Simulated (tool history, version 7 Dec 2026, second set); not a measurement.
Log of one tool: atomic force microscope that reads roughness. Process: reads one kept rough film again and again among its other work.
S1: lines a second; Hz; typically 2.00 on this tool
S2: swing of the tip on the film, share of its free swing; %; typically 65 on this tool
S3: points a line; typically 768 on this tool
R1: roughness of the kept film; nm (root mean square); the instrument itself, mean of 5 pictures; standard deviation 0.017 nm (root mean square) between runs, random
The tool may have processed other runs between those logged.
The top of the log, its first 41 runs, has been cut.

run   hour    S1  S2   S3     R1
 42  574.3  0.59  87  768  4.005
 43  585.4  1.56  73  619  3.666
 44  601.8  0.59  90  783  3.427
 45  618.1  0.59  90  783  3.200
 46  626.5  0.54  90  559  3.134
     631.2  -- new tip fitted
 47  635.8  2.15  58  768  4.199
 48  644.5  2.17  84  428  3.387
 49  654.3  2.00  64  729  3.790
 50  673.9  3.66  76  430  2.903
 51  687.3  3.66  76  430  2.750
     699.2  -- new tip fitted
 52  705.7  3.66  76  430  3.361

Forecast each of these 3 alternatives for the next run:
  A  720.4  2.00  71  395   ?
  B  720.4  2.00  79  328   ?
  C  720.4  1.04  89  290   ?

run     R1
  A  3.619
  B  3.421
  C  3.488
Without the tool's hidden state the same runs would have given:
run     R1
  A  4.077
  B  3.853
  C  3.929
